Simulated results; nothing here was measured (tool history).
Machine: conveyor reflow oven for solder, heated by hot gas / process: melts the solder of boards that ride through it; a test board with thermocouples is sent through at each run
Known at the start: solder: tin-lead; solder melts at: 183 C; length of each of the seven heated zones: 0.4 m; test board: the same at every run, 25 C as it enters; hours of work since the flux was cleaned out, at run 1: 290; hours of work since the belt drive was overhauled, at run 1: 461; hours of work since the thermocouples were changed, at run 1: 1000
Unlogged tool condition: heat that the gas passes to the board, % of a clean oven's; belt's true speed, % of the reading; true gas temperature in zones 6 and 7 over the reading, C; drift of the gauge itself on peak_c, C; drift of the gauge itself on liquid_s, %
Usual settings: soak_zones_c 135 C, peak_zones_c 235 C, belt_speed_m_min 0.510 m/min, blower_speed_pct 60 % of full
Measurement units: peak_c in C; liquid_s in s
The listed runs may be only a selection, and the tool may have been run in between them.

| run | hour | soak_zones_c | peak_zones_c | belt_speed_m_min | blower_speed_pct | hours of work since the flux was cleaned out | hours of work since the belt drive was overhauled | hours of work since the thermocouples were changed | peak_c | liquid_s |
|---|---|---|---|---|---|---|---|---|---|---|
| 1 | 0.0 | 135 | 235 | 0.510 | 60 | 290 | 461 | 1000 | 219.6 | 71.8 |
| 2 | 17.3 | 135 | 235 | 0.510 | 51 | 301 | 472 | 1012 | 217.7 | 69.2 |
| 3 | 51.6 | 135 | 235 | 0.510 | 51 | 323 | 494 | 1034 | 218.1 | 69.5 |
| 4 | 66.5 | 135 | 235 | 0.510 | 51 | 333 | 504 | 1043 | 218.3 | 69.1 |
| 5 | 88.6 | 135 | 246 | 0.510 | 60 | 347 | 518 | 1058 | 228.9 | 79.7 |
| 6 | 121.8 | 135 | 246 | 0.510 | 60 | 369 | 540 | 1079 | 228.7 | 79.8 |
|  | 140.2 | thermocouples of zones 6 and 7 changed |
| 7 | 150.3 | 135 | 246 | 0.510 | 60 | 386 | 557 | 6 | 225.7 | 77.3 |
|  | 157.3 | belt drive overhauled, speed set with a stopwatch |
| 8 | 183.2 | 135 | 235 | 0.472 | 60 | 404 | 17 | 25 | 219.2 | 77.4 |
| 9 | 206.6 | 135 | 235 | 0.472 | 60 | 420 | 32 | 40 | 218.9 | 77.8 |
| 10 | 233.2 | 135 | 235 | 0.472 | 60 | 437 | 49 | 57 | 218.8 | 77.0 |
|  | 259.8 | flux residue cleaned out of gas plates and filters |
| 11 | 263.8 | 135 | 235 | 0.510 | 60 | 3 | 66 | 74 | 219.4 | 73.6 |
|  | 280.2 | belt drive overhauled, speed set with a stopwatch, once more |
| 12 | 300.2 | 135 | 235 | 0.535 | 60 | 23 | 13 | 95 | 218.1 | 66.5 |
| 13 | 324.9 | 127 | 239 | 0.535 | 63 | 39 | 29 | 111 | 221.1 | 65.5 |
| 14 | 345.2 | 127 | 239 | 0.535 | 63 | 53 | 42 | 124 | 220.6 | 66.2 |
| 15 | 372.2 | 125 | 242 | 0.467 | 63 | 70 | 59 | 141 | 227.8 | 81.0 |
| 16 | 402.9 | 135 | 235 | 0.510 | 76 | 90 | 79 | 161 | 222.3 | 74.2 |
| 17 | 426.7 | 135 | 235 | 0.510 | 76 | 105 | 95 | 177 | 222.1 | 74.9 |
| 18 | 451.6 | 133 | 235 | 0.457 | 55 | 121 | 111 | 193 | 220.8 | 81.7 |
| 19 | 468.7 | 136 | 235 | 0.457 | 55 | 132 | 122 | 204 | 222.4 | 82.5 |
| 20 | 502.7 | 136 | 235 | 0.457 | 55 | 154 | 144 | 226 | 221.6 | 83.0 |
| 21 | 536.4 | 136 | 233 | 0.489 | 55 | 176 | 165 | 247 | 217.9 | 73.1 |

What if the next run were any one of these 4? Each begins from the tool's condition after run 21:
| A | 553.7 | 148 | 236 | 0.489 | 70 | 187 | 177 | 258 | ? | ? |
| B | 553.7 | 136 | 243 | 0.489 | 55 | 187 | 177 | 258 | ? | ? |
| C | 553.7 | 136 | 233 | 0.509 | 55 | 187 | 177 | 258 | ? | ? |
| D | 553.7 | 125 | 245 | 0.544 | 60 | 187 | 177 | 258 | ? | ? |

| run | peak_c | liquid_s |
|---|---|---|
| A | 225.0 | 87.1 |
| B | 227.2 | 81.5 |
| C | 216.7 | 68.3 |
| D | 224.0 | 66.0 |
The same runs, with their run-to-run variation unchanged, on a tool lacking any hidden condition would have given:
| run | peak_c | liquid_s |
|---|---|---|
| A | 225.2 | 87.3 |
| B | 227.6 | 81.8 |
| C | 217.0 | 68.9 |
| D | 224.8 | 66.7 |
